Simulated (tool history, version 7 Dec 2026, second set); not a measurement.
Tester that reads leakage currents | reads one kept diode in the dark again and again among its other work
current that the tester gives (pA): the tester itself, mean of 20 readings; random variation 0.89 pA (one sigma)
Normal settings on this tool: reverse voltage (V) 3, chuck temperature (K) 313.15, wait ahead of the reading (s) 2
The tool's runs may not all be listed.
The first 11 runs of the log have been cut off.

run   hour  reverse voltage (V)  chuck temperature (K)  wait ahead of the reading (s)  hours of work since the probe card was cleaned  hours of work since the tester was calibrated  hours of work since the chuck was calibrated  current that the tester gives (pA)
 12  317.3                    3                 313.15                           6.61                                            1316                                            472                                          1793                              267.84
 13  349.2                    3                 313.15                           6.61                                            1341                                            497                                          1818                              268.46
 14  391.9                    3                 313.15                           6.61                                            1375                                            531                                          1852                              267.43
 15  424.9                    3                 313.15                              2                                            1401                                            557                                          1878                              267.09
 16  462.6                 1.38                 313.15                              2                                            1430                                            586                                          1908                              169.38
 17    481                    3                 313.15                              2                                            1445                                            601                                          1922                              264.58
 18  520.9                 1.97                 313.15                              2                                            1476                                            632                                          1954                              208.21
 19    545                  1.4                 313.15                              2                                            1495                                            651                                          1973                              170.65
     550.8  -- chuck's temperature calibrated
 20  571.2                  1.4                 313.15                              2                                            1514                                            671                                            16                              188.38
 21  616.2                  1.4                 296.15                              2                                            1550                                            706                                            52                               42.09
 22  637.6                 2.53                 296.15                           0.71                                            1567                                            723                                            68                               60.35
 23  682.5                 2.53                 296.15                           0.71                                            1602                                            758                                           104                               60.08
 24  709.3                 2.53                 296.15                           0.71                                            1623                                            780                                           125                               60.36
 25  736.2                 1.94                 331.15                           5.22                                            1645                                            801                                           146                              958.66
 26    775                    3                 303.15                           0.78                                            1675                                            831                                           177                              123.76
 27  797.5                    3                 303.15                           0.78                                            1693                                            849                                           195                              123.67
 28    832                 3.28                 303.15                           0.78                                            1720                                            876                                           222                              129.91
 29  857.3                 3.28                 303.15                           0.78                                            1740                                            896                                           242                              129.78
 30  893.2                18.33                 326.15                           0.78                                            1768                                            925                                           270                             2378.76
 31  934.2                    3                 299.15                              2                                            1801                                            957                                           302                               85.65
 32  969.3                    3                 313.15                              2                                            1828                                            985                                           330                              288.87
 33  999.2                    3                 313.15                              2                                            1852                                           1008                                           354                              288.31
 34   1029                 9.42                 313.15                           0.61                                            1875                                           1032                                           377                              564.24

Run 35 has not been measured yet. What should we expect?
 35  1051.6                 9.42                 313.15                           0.61                                            1893                                           1050                                           395                                   ?

Run 35 came out at current that the tester gives (pA) 561.85.
Had the tool carried no hidden state, the very same run would have given current that the tester gives (pA) 574.03.
